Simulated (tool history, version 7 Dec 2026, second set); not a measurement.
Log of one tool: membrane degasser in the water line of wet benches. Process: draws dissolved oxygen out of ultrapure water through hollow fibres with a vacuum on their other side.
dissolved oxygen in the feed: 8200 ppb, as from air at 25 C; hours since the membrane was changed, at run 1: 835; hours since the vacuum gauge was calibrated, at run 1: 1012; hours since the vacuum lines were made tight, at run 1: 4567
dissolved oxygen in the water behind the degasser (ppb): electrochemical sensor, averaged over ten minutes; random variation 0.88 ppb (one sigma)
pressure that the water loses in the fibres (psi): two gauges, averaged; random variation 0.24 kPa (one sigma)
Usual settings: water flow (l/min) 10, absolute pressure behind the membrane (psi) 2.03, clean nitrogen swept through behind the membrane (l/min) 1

run	hour	water flow (l/min)	absolute pressure behind the membrane (psi)	clean nitrogen swept through behind the membrane (l/min)	hours since the membrane was changed	hours since the vacuum gauge was calibrated	hours since the vacuum lines were made tight	dissolved oxygen in the water behind the degasser (ppb)	pressure that the water loses in the fibres (psi)
1	0	10	2.03	1	835	1012	4567	255.4	8.804
2	60.5	10	2.03	1.11	895	1073	4628	232.8	8.84
3	157	10	2.03	1.11	992	1169	4724	231.5	8.847
4	218.9	10	2.03	1	1053	1231	4786	256.2	8.783
5	313.8	10	2.03	1	1148	1326	4881	255.6	8.788
6	418.4	10	2.03	1	1253	1431	4986	256.5	8.885
7	496.6	10	2.03	1	1331	1509	5064	257.7	8.871
8	596.3	10	2.03	1	1431	1609	5164	255.6	8.841
9	728.5	10	2.03	1	1563	1741	5296	255.3	8.863
10	826.1	10	2.03	1	1661	1838	5393	256.4	8.789
11	918.7	10	2.03	1	1753	1931	5486	256.1	8.786
12	983.6	10	2.03	1	1818	1996	5551	255.7	8.811
13	1059.6	10	2.03	1	1894	2072	5627	255.3	8.823
14	1148.7	10	2.03	1	1983	2161	5716	257.4	8.815
15	1273.4	10	2.03	1	2108	2286	5841	255.3	8.844
16	1391.1	10	2.03	2.64	2226	2403	5958	106.9	8.923
17	1489.3	15	3.15	2.64	2324	2502	6057	264.2	13.288
18	1543.9	6	1.32	1.36	2378	2556	6111	65.4	5.307
19	1603.7	9	3	0.43	2438	2616	6171	756	7.974
20	1679.9	9	3	0.43	2515	2692	6247	757.5	7.945
21	1801.1	9	3	0.43	2636	2813	6368	754.8	7.955
22	1871	9	3	2.87	2706	2883	6438	139.3	7.941
23	1953.1	10	2.03	1.44	2788	2965	6520	183.9	8.853
24	2011.1	10	1.67	1.44	2846	3023	6578	143.9	8.839
25	2085	12	1.84	0.95	2920	3097	6652	282.1	10.618
26	2154.4	12	1.84	0.95	2989	3167	6722	281.5	10.578
27	2226.1	12	1.84	0.95	3061	3238	6793	281	10.607
28	2344.9	12	1.84	0.95	3180	3357	6912	281.8	10.591
29	2451.3	12	1.84	0.95	3286	3464	7019	281.4	10.61
30	2540.2	13	2.03	0.87	3375	3553	7108	368.9	11.47
31	2658.7	11	2.45	0.83	3493	3671	7226	413	9.809
32	2766.5	11	2.45	0.43	3601	3779	7334	713.3	9.709

4 ways to go on from here, each from the tool as it stands after run 32. What would each give?
A	2844.5	7	1.81	1	3679	3857	7412	?	?
B	2844.5	8	2.03	1	3679	3857	7412	?	?
C	2844.5	9	1.23	1.2	3679	3857	7412	?	?
D	2844.5	11	4.73	0.5	3679	3857	7412	?	?

run	dissolved oxygen in the water behind the degasser (ppb)	pressure that the water loses in the fibres (psi)
A	157.8	6.2
B	206.5	7.089
C	99.7	7.919
D	1246	9.699
Without the tool's hidden state the same runs would have given:
run	dissolved oxygen in the water behind the degasser (ppb)	pressure that the water loses in the fibres (psi)
A	157.6	6.197
B	206.3	7.087
C	99.6	7.915
D	1245.6	9.694
